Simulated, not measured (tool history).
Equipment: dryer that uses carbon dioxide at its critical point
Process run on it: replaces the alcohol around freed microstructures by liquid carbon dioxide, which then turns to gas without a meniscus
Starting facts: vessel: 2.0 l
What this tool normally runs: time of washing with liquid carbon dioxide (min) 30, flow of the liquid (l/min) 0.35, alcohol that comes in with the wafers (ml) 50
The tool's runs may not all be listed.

run,hour,time of washing with liquid carbon dioxide (min),flow of the liquid (l/min),alcohol that comes in with the wafers (ml),alcohol left in the vessel before it's heated (ppm by volume)
1,0,30,0.35,50,410
2,7.5,30,0.35,101,859
3,14.9,30,0.35,50,414
4,28.9,30,0.35,50,427
5,35.9,30,0.35,50,414
6,47.2,30,0.35,31,268
7,53.9,30,0.35,31,267
8,64.6,29,0.35,39,372
9,78.4,27,0.213,50,2544
10,89.7,27,0.213,50,2556
11,99.5,27,0.388,50,452
12,106.8,28,0.366,22,214
13,117.6,36,0.234,118,2151
14,127.9,30,0.231,21,710

Some steps in alcohol left in the vessel before it's heated (ppm by volume) between neighbouring runs. How much of each would the tool show without its hidden state too (settings, what came in, random variation), and how much is left for the hidden state, with any gauge scatter that isn't in both results?
The hidden state here: flow that reaches the vessel past the clogged filter, %; alcohol in the recycled carbon dioxide, ppm; drift of the gauge itself on alcohol_ppm, %.
Run 8 -> 9: time of washing with liquid carbon dioxide (min) 29 -> 27, flow of the liquid (l/min) 0.35 -> 0.213, alcohol that comes in with the wafers (ml) 39 -> 50. alcohol left in the vessel before it's heated (ppm by volume) +2172: hidden state +253, all else +1919.
Run 12 -> 13: time of washing with liquid carbon dioxide (min) 28 -> 36, flow of the liquid (l/min) 0.366 -> 0.234, alcohol that comes in with the wafers (ml) 22 -> 118. alcohol left in the vessel before it's heated (ppm by volume) +1937: hidden state +376, all else +1561.

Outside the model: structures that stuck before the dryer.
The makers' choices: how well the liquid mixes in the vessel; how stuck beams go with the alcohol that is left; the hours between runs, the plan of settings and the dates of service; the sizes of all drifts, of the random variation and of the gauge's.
